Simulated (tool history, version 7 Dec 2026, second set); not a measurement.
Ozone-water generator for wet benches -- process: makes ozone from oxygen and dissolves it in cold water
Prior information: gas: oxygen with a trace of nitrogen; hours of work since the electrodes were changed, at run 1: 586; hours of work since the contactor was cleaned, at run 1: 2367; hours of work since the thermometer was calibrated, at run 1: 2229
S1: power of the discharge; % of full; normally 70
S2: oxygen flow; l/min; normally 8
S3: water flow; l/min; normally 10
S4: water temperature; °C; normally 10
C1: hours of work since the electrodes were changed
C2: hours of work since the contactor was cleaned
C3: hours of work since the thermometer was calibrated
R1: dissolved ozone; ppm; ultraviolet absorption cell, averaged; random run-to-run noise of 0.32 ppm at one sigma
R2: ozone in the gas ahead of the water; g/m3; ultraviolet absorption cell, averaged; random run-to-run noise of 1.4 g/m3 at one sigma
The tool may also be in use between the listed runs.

Run 1, hour 0: usual settings; C1 586; C2 2367; C3 2229. Result: R1 50.3 ppm, R2 254.1 g/m3.
Run 2, hour 101.3: usual settings; C1 671; C2 2453; C3 2315. Result: R1 49.9 ppm, R2 251.7 g/m3.
Run 3, hour 214.9: usual settings; C1 766; C2 2548; C3 2410. Result: R1 50.1 ppm, R2 253.7 g/m3.
Run 4, hour 306: usual settings but S1 52 % of full; C1 843; C2 2625; C3 2487. Result: R1 38.4 ppm, R2 195.4 g/m3.
Run 5, hour 419.3: usual settings; C1 938; C2 2720; C3 2582. Result: R1 50.1 ppm, R2 252.2 g/m3.
Run 6, hour 501.9: usual settings; C1 1007; C2 2789; C3 2651. Result: R1 49.9 ppm, R2 253.8 g/m3.
Run 7, hour 573.8: usual settings but S2 5.27 l/min; C1 1068; C2 2850; C3 2712. Result: R1 56.1 ppm, R2 335 g/m3.
Run 8, hour 678.5: usual settings but S2 5.27 l/min; C1 1156; C2 2938; C3 2800. Result: R1 56.3 ppm, R2 332.5 g/m3.
Run 9, hour 794.3: usual settings but S2 5.27 l/min; C1 1253; C2 3035; C3 2897. Result: R1 56.2 ppm, R2 334.4 g/m3.
Run 10, hour 875.4: usual settings but S2 7.01 l/min, S3 8 l/min; C1 1321; C2 3103; C3 2965. Result: R1 59.9 ppm, R2 277.6 g/m3.
Run 11, hour 971.1: usual settings but S1 74 % of full, S2 7.01 l/min, S3 8 l/min, S4 7 °C; C1 1402; C2 3184; C3 3046. Result: R1 66.3 ppm, R2 292.7 g/m3.
At hour 985.9: contactor cleaned.
Run 12, hour 1072: usual settings but S1 74 % of full, S2 7.01 l/min, S3 8 l/min, S4 9 °C; C1 1483; C2 72; C3 3127. Result: R1 64.7 ppm, R2 291.2 g/m3.
Run 13, hour 1132.4: usual settings but S1 79 % of full, S2 6.28 l/min, S3 6 l/min; C1 1534; C2 123; C3 3178. Result: R1 80.4 ppm, R2 333.5 g/m3.
Run 14, hour 1198.4: usual settings but S1 90 % of full, S2 6.28 l/min, S3 7 l/min; C1 1590; C2 179; C3 3233. Result: R1 83.9 ppm, R2 376.3 g/m3.
Run 15, hour 1290.4: usual settings but S1 90 % of full, S2 6.28 l/min, S3 7 l/min; C1 1667; C2 256; C3 3311. Result: R1 84 ppm, R2 370.8 g/m3.

Alternative continuations, all from the tool just after run 15; predict every row:
Run A, hour 1385.7: usual settings but S3 11 l/min; C1 1747; C2 336; C3 3391. Result: R1 ?, R2 ?.
Run B, hour 1385.7: usual settings but S2 11.56 l/min; C1 1747; C2 336; C3 3391. Result: R1 ?, R2 ?.
Run C, hour 1385.7: usual settings but S1 90 % of full, S2 6.28 l/min, S3 9 l/min; C1 1747; C2 336; C3 3391. Result: R1 ?, R2 ?.
Run D, hour 1385.7: usual settings but S2 8.13 l/min, S3 9 l/min, S4 7 °C; C1 1747; C2 336; C3 3391. Result: R1 ?, R2 ?.
Run E, hour 1385.7: usual settings but S3 12 l/min; C1 1747; C2 336; C3 3391. Result: R1 ?, R2 ?.

run    R1     R2
  A  46.8  253.3
  B  43.9  200.4
  C  71.9  374.5
  D  56.2  250.9
  E  44.8  255.3
Without the tool's hidden state the same runs would have given:
run    R1     R2
  A  46.9  253.5
  B    44  200.6
  C  71.9  374.9
  D  56.3  251.1
  E  44.8  255.5

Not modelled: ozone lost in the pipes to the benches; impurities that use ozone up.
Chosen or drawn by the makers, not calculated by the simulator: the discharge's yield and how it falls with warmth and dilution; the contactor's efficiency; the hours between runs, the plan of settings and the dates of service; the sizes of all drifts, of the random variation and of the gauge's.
